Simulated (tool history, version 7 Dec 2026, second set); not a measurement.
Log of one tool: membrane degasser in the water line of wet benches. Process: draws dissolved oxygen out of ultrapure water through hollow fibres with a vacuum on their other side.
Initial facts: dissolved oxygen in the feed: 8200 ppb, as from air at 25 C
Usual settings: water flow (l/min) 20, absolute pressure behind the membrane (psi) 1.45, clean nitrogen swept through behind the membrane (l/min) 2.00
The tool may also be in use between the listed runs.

run,hour,water flow (l/min),absolute pressure behind the membrane (psi),clean nitrogen swept through behind the membrane (l/min),dissolved oxygen in the water behind the degasser (ppb),pressure that the water loses in the fibres (psi)
1,0.0,20,1.45,2.00,164.4,9.916
2,138.2,20,1.45,2.00,164.3,9.910
# hour 212.7: seals of the vacuum lines changed
3,212.7,20,1.45,2.00,163.9,9.899
4,290.0,20,1.45,2.00,162.9,9.876
5,365.8,19,1.45,2.00,156.0,9.372
6,531.5,19,1.45,2.00,156.5,9.404
7,645.6,19,1.45,2.00,154.8,9.475
8,724.3,19,1.45,2.00,156.1,9.417
9,869.1,19,1.45,2.00,156.0,9.423
10,960.3,19,1.45,2.00,157.0,9.426
11,1088.6,19,1.19,4.78,52.2,9.480
12,1244.1,24,1.94,4.78,133.2,11.984
13,1400.1,29,1.94,3.32,226.3,14.475
14,1509.4,19,1.94,1.15,369.7,9.451
15,1619.3,19,1.94,1.15,374.0,9.488
16,1688.6,24,1.06,0.86,250.1,11.934
17,1773.9,30,2.41,5.76,190.7,14.982
18,1930.7,25,2.63,5.15,186.5,12.524
19,2088.7,17,0.87,4.35,30.6,8.447

Alternative continuations, all from the tool just after run 19; predict every row:
A,2234.8,13,1.15,1.15,?,?
B,2234.8,17,1.45,2.79,?,?
C,2234.8,16,2.34,1.23,?,?
D,2234.8,19,1.83,4.12,?,?
E,2234.8,31,0.90,0.91,?,?

run,dissolved oxygen in the water behind the degasser (ppb),pressure that the water loses in the fibres (psi)
A,126.9,6.470
B,104.1,8.495
C,379.4,8.018
D,108.6,9.443
E,241.1,15.557
What these runs would have given with no unlogged condition in the tool:
run,dissolved oxygen in the water behind the degasser (ppb),pressure that the water loses in the fibres (psi)
A,122.4,6.174
B,100.8,8.109
C,372.8,7.654
D,105.3,9.013
E,226.9,14.849

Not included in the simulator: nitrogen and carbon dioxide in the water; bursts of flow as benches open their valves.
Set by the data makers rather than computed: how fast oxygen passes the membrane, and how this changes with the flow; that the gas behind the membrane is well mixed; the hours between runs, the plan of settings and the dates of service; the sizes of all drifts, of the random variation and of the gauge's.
